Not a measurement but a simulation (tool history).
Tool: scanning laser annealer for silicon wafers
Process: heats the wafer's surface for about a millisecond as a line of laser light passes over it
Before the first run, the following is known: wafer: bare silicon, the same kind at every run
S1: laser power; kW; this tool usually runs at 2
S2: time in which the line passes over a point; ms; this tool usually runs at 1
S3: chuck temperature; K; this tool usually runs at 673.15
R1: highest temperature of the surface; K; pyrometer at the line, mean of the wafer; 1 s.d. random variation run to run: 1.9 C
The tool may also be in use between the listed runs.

run,day,S1,S2,S3,R1
1,0,2,1,673.15,1495.15
2,0.617,2,1,675.15,1493.15
3,0.967,2,1,675.15,1497.15
4,1.271,2,1,675.15,1495.15
5,1.55,2,1,675.15,1497.15
6,2.217,2,1,675.15,1497.15
7,2.746,2,1,675.15,1494.15
8,3.392,2,1,712.15,1528.15
9,3.812,2,1,712.15,1533.15
10,4.475,2,1,673.15,1491.15
11,4.917,2,1,673.15,1485.15
12,5.375,2,1,673.15,1490.15
13,5.908,2.169,1,636.15,1540.15
14,6.471,2.169,1,636.15,1540.15
15,6.888,1.714,1,675.15,1344.15
16,7.304,1.714,1,675.15,1344.15
17,7.808,1.704,1.18,635.15,1351.15
18,8.308,1.874,0.88,673.15,1379.15
19,8.958,2,0.88,684.15,1454.15
20,9.296,1.934,1.12,657.15,1479.15
21,9.804,2.179,0.95,654.15,1538.15
22,10.192,2.179,0.95,654.15,1536.15
23,10.867,2.179,0.95,654.15,1536.15

Branching from run 23: 5 alternative next runs. What would each branch give?
A,11.3,2.039,0.78,661.15,?
B,11.3,2,1.14,650.15,?
C,11.3,1.754,0.93,707.15,?
D,11.3,2,1,645.15,?
E,11.3,1.762,0.95,654.15,?

run,R1
A,1401.15
B,1509.15
C,1363.15
D,1452.15
E,1328.15
Had the tool no hidden state, the same runs would have come out as:
run,R1
A,1428.15
B,1541.15
C,1387.15
D,1482.15
E,1353.15
